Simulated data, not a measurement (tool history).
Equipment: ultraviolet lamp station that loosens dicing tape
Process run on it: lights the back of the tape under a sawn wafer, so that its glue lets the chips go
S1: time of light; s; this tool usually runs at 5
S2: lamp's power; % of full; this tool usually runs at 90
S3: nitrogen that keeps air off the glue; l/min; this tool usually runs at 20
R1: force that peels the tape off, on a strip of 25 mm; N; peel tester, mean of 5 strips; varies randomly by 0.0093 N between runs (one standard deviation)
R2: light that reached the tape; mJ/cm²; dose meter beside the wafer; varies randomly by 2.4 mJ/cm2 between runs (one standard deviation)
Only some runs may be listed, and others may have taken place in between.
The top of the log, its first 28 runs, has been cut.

run	day	S1	S2	S3	R1	R2
29	74.738	5	86	24	0.595	208
30	77.788	4	86	38	0.716	159
31	79.921	4	86	38	0.756	156
32	82.279	3	90	21	1.388	118
# day 82.812: window cleaned of glue's vapour
33	85.879	3	90	21	1.337	125
34	88.404	3	63	7	2.693	86
35	91.392	7	90	26	0.354	274
# day 92.362: lamp changed
36	94.762	3	67	21	1.520	110
# day 95.712: window cleaned of glue's vapour
37	97.346	9	88	21	0.198	465
38	99.071	9	88	21	0.209	457
39	100.888	6	73	21	0.463	248
40	103.888	2	90	20	1.714	100
41	107.125	2	90	20	1.799	96
# day 108.521: window cleaned of glue's vapour
42	109.529	2	90	20	1.694	102
43	111.038	9	67	20	0.290	335
44	113.229	3	63	22	1.708	106

Branching from run 44: 3 alternative next runs. What would each branch give?
A	115.662	3	90	20	?	?
B	115.662	5	99	7	?	?
C	115.662	5	83	20	?	?

run	R1	R2
A	1.083	141
B	0.769	265
C	0.571	220
With no hidden state in the tool, these same runs would have given:
run	R1	R2
A	0.881	162
B	0.607	305
C	0.446	253

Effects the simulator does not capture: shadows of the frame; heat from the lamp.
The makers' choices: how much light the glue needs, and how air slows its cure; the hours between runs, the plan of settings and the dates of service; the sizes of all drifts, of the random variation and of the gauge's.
